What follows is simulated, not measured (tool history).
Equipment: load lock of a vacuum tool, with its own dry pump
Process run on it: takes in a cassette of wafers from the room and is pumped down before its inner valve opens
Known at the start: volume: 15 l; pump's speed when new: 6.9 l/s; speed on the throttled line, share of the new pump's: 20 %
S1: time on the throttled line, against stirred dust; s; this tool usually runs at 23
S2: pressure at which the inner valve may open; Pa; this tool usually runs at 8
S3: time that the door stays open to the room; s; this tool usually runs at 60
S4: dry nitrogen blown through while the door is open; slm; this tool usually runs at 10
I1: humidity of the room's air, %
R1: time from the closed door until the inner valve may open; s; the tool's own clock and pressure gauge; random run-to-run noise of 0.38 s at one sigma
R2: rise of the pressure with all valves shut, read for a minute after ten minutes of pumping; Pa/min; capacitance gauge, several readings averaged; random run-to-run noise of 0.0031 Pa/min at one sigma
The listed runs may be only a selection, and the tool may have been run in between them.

run     hour  S1  S2   S3  S4    I1    R1     R2
  1        0  23   8   60  10  46.6  39.5  0.275
  2    635.2  23   8   60  10  46.1  40.6  0.284
  3   1137.6  23   8   60  10  44.6    40  0.306
  4   1651.5  23   8   60  10  42.7  40.7  0.317
  5   2042.6  23   8   69  10    47  41.1  0.341
  6   2425.4  23   8   25  10  44.8  40.9  0.325
  7   3050.7  23   8   25  10    44  41.4  0.343
  8   3572.8  23   8   60  10  42.2  41.3  0.379
  9   4078.5  23   8   60  10  44.5  42.3  0.404
      4376.8  -- door's seal changed, seat wiped
 10   4474.5  43   8   60  10  42.9  57.3  0.086
 11   5080.4  23   8   60  13  41.8  42.8  0.081
 12   5448.8  23   8   60  13  42.8  42.5  0.089
 13   5934.6  23   8   60  13  46.4  42.6  0.099
 14   6334.2  35   8   60  10  45.8  51.2  0.107
 15   6692.3  23   8  180  10  46.3  42.8  0.147
 16   7281.6  41   9   36  17  42.3  56.6  0.098
 17   7866.6  23   8   45  24  46.8  43.6  0.103
 18   8166.8  23   8   45  24  45.4  43.7  0.106
 19   8821.9  23   8   45  24  41.1  43.1   0.11
 20   9481.5  25   7   45   8  45.2  46.4  0.147
 21  10063.4  23   7   60  38  42.6  45.4  0.129
     10353.1  -- dry pump taken out, an overhauled one fitted
 22  10624.6  23   7   60  38  48.6  39.1   0.14
 23  11069.8  23   7   60  38  48.7  40.3  0.153
 24  11580.8  46   8   31  22  42.4  57.9  0.157
 25  12121.4  46   8   31  22  48.4  57.5  0.177
 26    12485  18  15   61   5  45.4  34.3   0.23
 27  13042.4  23   8   60  31  46.6    40  0.205
 28    13366  23  10   60   6  44.3    39  0.243
 29  13911.5  23  10   60   6  41.4    40   0.26
 30  14534.5  23  14   97   6  44.6  38.9  0.297

Table of differences, measured result less the result of that run with no hidden state. Run-to-run variation is the same in both. Gauge scatter possibly is not:
The tool's hidden condition here consists of: pump's speed, % of a new pump's; leak at the door's seal, Pa l/s; drift of the gauge itself on ready_s, %; drift of the gauge itself on rise_pa_min, %.
run    R1      R2
  1  +0.9  +0.183
  2  +1.1  +0.199
  3  +1.4  +0.214
  4  +1.5  +0.231
  5  +1.7  +0.246
  6  +1.9  +0.255
  7  +2.1  +0.277
  8  +2.4  +0.302
  9  +2.6  +0.317
 10    +2  -0.001
 11    +3  +0.005
 12  +3.2  +0.008
 13  +3.4  +0.013
 14    +3  +0.017
 15  +3.8  +0.021
 16    +3  +0.029
 17  +4.4  +0.038
 18  +4.6  +0.043
 19  +4.8  +0.052
 20  +5.2  +0.064
 21  +5.7  +0.074
 22  +0.3  +0.082
 23  +0.3  +0.093
 24  +0.4  +0.104
 25  +0.5  +0.115
 26  +0.8  +0.125
 27  +1.2   +0.14
 28  +1.2  +0.149
 29  +1.4  +0.165
 30  +1.5  +0.185
